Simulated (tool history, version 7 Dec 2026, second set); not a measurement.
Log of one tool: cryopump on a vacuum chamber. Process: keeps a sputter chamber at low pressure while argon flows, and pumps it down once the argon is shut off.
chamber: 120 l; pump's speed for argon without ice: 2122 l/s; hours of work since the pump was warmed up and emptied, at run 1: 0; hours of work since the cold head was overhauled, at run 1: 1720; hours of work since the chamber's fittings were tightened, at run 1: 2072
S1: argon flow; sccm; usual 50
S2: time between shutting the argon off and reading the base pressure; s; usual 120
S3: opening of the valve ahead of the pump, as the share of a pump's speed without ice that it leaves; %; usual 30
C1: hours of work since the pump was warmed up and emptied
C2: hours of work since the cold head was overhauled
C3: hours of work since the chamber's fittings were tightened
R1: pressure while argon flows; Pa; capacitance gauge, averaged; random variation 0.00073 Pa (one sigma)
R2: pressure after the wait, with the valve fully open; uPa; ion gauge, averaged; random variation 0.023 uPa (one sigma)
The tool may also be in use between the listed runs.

| run | hour | S1 | S2 | S3 | C1 | C2 | C3 | R1 | R2 |
|---|---|---|---|---|---|---|---|---|---|
| 1 | 0.0 | 50 | 120 | 30 | 0 | 1720 | 2072 | 0.1335 | 1.65 |
| 2 | 83.1 | 50 | 120 | 30 | 42 | 1762 | 2114 | 0.1345 | 1.71 |
| 3 | 146.3 | 50 | 120 | 30 | 74 | 1794 | 2146 | 0.1353 | 1.78 |
| 4 | 185.0 | 50 | 120 | 30 | 93 | 1814 | 2165 | 0.1368 | 1.74 |
| 5 | 225.9 | 50 | 120 | 30 | 114 | 1834 | 2186 | 0.1369 | 1.74 |
| 6 | 285.0 | 50 | 120 | 30 | 144 | 1864 | 2216 | 0.1384 | 1.87 |
| 7 | 348.6 | 50 | 120 | 30 | 176 | 1896 | 2248 | 0.1394 | 1.89 |
| 8 | 414.2 | 50 | 120 | 30 | 209 | 1930 | 2281 | 0.1408 | 2.01 |
| 9 | 481.1 | 50 | 120 | 30 | 243 | 1963 | 2315 | 0.1433 | 2.06 |
| 10 | 537.4 | 50 | 120 | 30 | 272 | 1992 | 2344 | 0.1435 | 2.05 |
| 11 | 619.2 | 50 | 48 | 31 | 313 | 2033 | 2385 | 0.1418 | 2.99 |
| 12 | 675.9 | 43 | 37 | 16 | 342 | 2062 | 2414 | 0.2258 | 3.49 |
| 13 | 748.1 | 50 | 22 | 27 | 378 | 2098 | 2450 | 0.1637 | 4.87 |
| 14 | 793.5 | 50 | 22 | 27 | 401 | 2121 | 2473 | 0.1660 | 4.75 |
|  | 810.3 | pump warmed up, emptied and cooled again |
| 15 | 860.0 | 50 | 22 | 27 | 25 | 2152 | 2504 | 0.1503 | 4.41 |
| 16 | 921.0 | 39 | 74 | 27 | 56 | 2183 | 2535 | 0.1167 | 2.24 |
| 17 | 977.9 | 27 | 205 | 30 | 85 | 2212 | 2564 | 0.0738 | 1.73 |
| 18 | 1014.1 | 27 | 154 | 26 | 103 | 2230 | 2582 | 0.0859 | 1.89 |

5 ways to go on from here, each from the tool as it stands after run 18. What would each give?
| A | 1062.8 | 27 | 154 | 28 | 128 | 2255 | 2607 | ? | ? |
| B | 1062.8 | 97 | 287 | 21 | 128 | 2255 | 2607 | ? | ? |
| C | 1062.8 | 50 | 120 | 42 | 128 | 2255 | 2607 | ? | ? |
| D | 1062.8 | 74 | 27 | 18 | 128 | 2255 | 2607 | ? | ? |
| E | 1062.8 | 44 | 43 | 16 | 128 | 2255 | 2607 | ? | ? |

| run | R1 | R2 |
|---|---|---|
| A | 0.0784 | 1.91 |
| B | 0.3760 | 1.71 |
| C | 0.0996 | 2.05 |
| D | 0.3369 | 3.91 |
| E | 0.2219 | 2.98 |
Without the tool's hidden state the same runs would have given:
| run | R1 | R2 |
|---|---|---|
| A | 0.0757 | 0.59 |
| B | 0.3665 | 0.36 |
| C | 0.0947 | 0.72 |
| D | 0.3295 | 2.61 |
| E | 0.2176 | 1.68 |

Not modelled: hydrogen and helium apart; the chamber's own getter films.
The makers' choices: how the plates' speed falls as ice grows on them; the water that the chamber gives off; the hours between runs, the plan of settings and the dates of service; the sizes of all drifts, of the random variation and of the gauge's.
